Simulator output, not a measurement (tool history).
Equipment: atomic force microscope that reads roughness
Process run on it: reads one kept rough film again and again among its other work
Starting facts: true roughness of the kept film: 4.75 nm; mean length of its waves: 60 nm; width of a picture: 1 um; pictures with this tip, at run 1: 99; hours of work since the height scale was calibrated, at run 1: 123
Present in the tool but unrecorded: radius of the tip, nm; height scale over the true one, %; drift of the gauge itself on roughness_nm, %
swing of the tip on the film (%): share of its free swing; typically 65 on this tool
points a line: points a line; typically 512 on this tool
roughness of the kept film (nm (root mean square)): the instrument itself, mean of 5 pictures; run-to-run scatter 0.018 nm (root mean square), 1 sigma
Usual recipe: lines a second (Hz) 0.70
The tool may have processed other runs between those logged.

run,hour,lines a second (Hz),swing of the tip on the film (%),points a line,pictures with this tip,hours of work since the height scale was calibrated,roughness of the kept film (nm (root mean square))
1,0.0,0.70,65,512,99,123,4.330
2,6.5,1.04,65,512,110,126,4.250
3,11.9,1.04,65,512,119,129,4.252
4,23.3,1.04,65,512,138,135,4.214
5,32.5,1.04,65,422,153,140,4.242
6,40.0,1.04,65,422,166,144,4.199
7,52.2,1.04,73,422,186,151,4.102
8,59.3,1.04,73,422,198,154,4.046

Estimate the outcome of run 9 from the log above:
9,65.0,1.04,73,422,207,158,?

{"run 9": {"roughness of the kept film (nm (root mean square))": 4.072}}
With no hidden state in the tool, this same run would have given roughness of the kept film (nm (root mean square)) 4.306.
